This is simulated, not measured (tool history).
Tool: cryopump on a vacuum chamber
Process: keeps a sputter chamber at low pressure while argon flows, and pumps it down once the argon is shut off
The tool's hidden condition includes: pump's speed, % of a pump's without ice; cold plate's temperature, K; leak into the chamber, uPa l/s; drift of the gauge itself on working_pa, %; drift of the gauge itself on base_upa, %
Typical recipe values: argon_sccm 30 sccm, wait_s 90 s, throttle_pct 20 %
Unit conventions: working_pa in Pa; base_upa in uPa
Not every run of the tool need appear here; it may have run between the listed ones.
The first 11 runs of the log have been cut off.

run,hour,argon_sccm,wait_s,throttle_pct,hours of work since the pump was warmed up and emptied,hours of work since the cold head was overhauled,hours of work since the chamber's fittings were tightened,working_pa,base_upa
12,152.2,30,90,54,117,117,52,0.0516,0.8
13,170.2,23,90,20,126,126,61,0.1037,0.8
14,179.3,30,90,54,131,131,65,0.0513,0.81
15,197.2,30,90,54,140,140,74,0.0514,0.78
16,206.7,30,90,54,144,144,79,0.051,0.77
17,216,30,90,20,149,149,83,0.1361,0.78
18,236,30,90,20,159,159,93,0.1366,0.79
19,255.3,59,90,20,169,169,103,0.2688,0.85
20,274,40,172,20,178,178,112,0.1815,0.55
21,289.4,41,172,20,186,186,120,0.187,0.52
22,303,41,21,47,192,192,127,0.0809,2.65
23,317.1,18,60,32,199,199,134,0.052,1.12
24,326.4,18,60,32,204,204,139,0.0517,1.12
25,341.9,18,60,35,212,212,146,0.0475,1.12
26,353.5,18,60,35,218,218,152,0.0473,1.19
27,368.7,30,45,20,225,225,160,0.137,1.46
28,382.2,25,120,20,232,232,166,0.1139,0.73
29,399.7,26,170,25,241,241,175,0.0955,0.59
30,413.8,58,205,21,248,248,182,0.2523,0.55
31,432,28,90,35,257,257,191,0.0747,0.89
32,445.4,28,90,35,264,264,198,0.0745,0.9
33,464.5,30,230,20,273,273,208,0.137,0.52
34,473.3,27,213,20,277,277,212,0.1238,0.58

Each row is a separate what-if for the run after 34, all from the same tool condition, not one after another. Results?
A,488.2,30,262,20,285,285,219,?,?
B,488.2,31,90,20,285,285,219,?,?
C,488.2,21,90,20,285,285,219,?,?
D,488.2,16,39,16,285,285,219,?,?

run,working_pa,base_upa
A,0.1377,0.53
B,0.1421,0.85
C,0.0964,0.9
D,0.0917,1.6
Stripped of hidden state, with their random variation kept, the same runs would have yielded:
run,working_pa,base_upa
A,0.1346,0.35
B,0.1389,0.69
C,0.0942,0.73
D,0.09,1.43
